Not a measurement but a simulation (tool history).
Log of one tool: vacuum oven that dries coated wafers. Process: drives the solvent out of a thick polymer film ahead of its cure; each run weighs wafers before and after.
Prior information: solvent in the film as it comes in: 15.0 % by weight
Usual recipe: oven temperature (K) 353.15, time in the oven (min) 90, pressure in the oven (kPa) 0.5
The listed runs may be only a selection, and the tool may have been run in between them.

run	day	oven temperature (K)	time in the oven (min)	pressure in the oven (kPa)	solvent left in the film (%)
1	0	353.15	90	0.5	0.97
2	1.638	353.15	90	0.5	0.94
3	4.779	353.15	90	0.5	1
4	7.879	353.15	46	0.5	2.65
5	11.108	353.15	46	0.5	2.62
6	14.212	353.15	46	0.5	2.61
7	15.658	353.15	90	0.5	0.98
8	19.079	353.15	90	0.5	1.06
9	20.596	353.15	90	0.5	0.99
10	22.758	349.15	90	0.5	1.43
11	24.742	349.15	90	0.5	1.51
12	28.088	349.15	90	0.5	1.52
13	31.358	349.15	90	0.5	1.57
14	32.938	349.15	90	0.458	1.42
15	35.162	349.15	90	0.458	1.52
16	37.483	349.15	90	1.463	2.09
17	39.312	349.15	90	1.463	2.09
18	42.029	349.15	90	1.463	2.08
19	43.525	349.15	90	1.463	2.12
20	46.692	353.15	46	0.5	2.58
21	49.267	353.15	46	0.5	2.57
22	51.883	353.15	46	0.5	2.61
23	53.283	353.15	46	0.5	2.61
24	56.183	353.15	111	0.775	1.05
25	58.7	353.15	111	0.775	0.91
# day 59.679: oven's thermocouples calibrated
26	62.012	354.15	76	1.297	1.89
27	64.879	354.15	76	1.297	2.03
28	66.958	353.15	85	0.579	1.45
29	69.992	353.15	85	0.579	1.41
30	72.179	353.15	85	0.579	1.4
31	74.067	361.15	90	0.5	0.62
32	75.804	361.15	90	0.5	0.62
33	77.379	361.15	90	0.5	0.6
34	80.579	353.15	116	0.3	0.98
35	83.921	353.15	90	0.689	1.46
36	86.3	353.15	59	0.319	2.17
37	89.358	353.15	59	0.319	2.25
38	92.55	353.15	90	0.293	1.25
39	95.258	341.15	90	1.885	5
40	97.942	341.15	90	1.885	5.05
41	100.321	353.15	129	0.5	1.03
42	103.346	353.15	50	1.182	3.17
43	105.104	353.15	70	0.389	1.73
44	107.158	361.15	134	0.426	0.68
45	109.125	361.15	134	0.426	0.55
46	110.721	342.15	59	0.302	5.14

Results per run with the tool's hidden condition removed, run-to-run variation unchanged:
The tool's hidden condition here consists of: true wafer temperature over the reading, C; true pressure over the reading, kPa; drift of the gauge itself on solvent_pct, %.
run	solvent left in the film (%)
1	0.89
2	0.87
3	0.91
4	2.85
5	2.82
6	2.82
7	0.88
8	0.96
9	0.89
10	1.41
11	1.49
12	1.5
13	1.55
14	1.4
15	1.49
16	2.11
17	2.11
18	2.09
19	2.13
20	2.84
21	2.83
22	2.88
23	2.88
24	0.82
25	0.67
26	1.47
27	1.61
28	1.01
29	0.96
30	0.97
31	0.27
32	0.26
33	0.24
34	0.49
35	1
36	1.78
37	1.86
38	0.77
39	4.46
40	4.49
41	0.5
42	2.85
43	1.32
44	0.25
45	0.12
46	4.73

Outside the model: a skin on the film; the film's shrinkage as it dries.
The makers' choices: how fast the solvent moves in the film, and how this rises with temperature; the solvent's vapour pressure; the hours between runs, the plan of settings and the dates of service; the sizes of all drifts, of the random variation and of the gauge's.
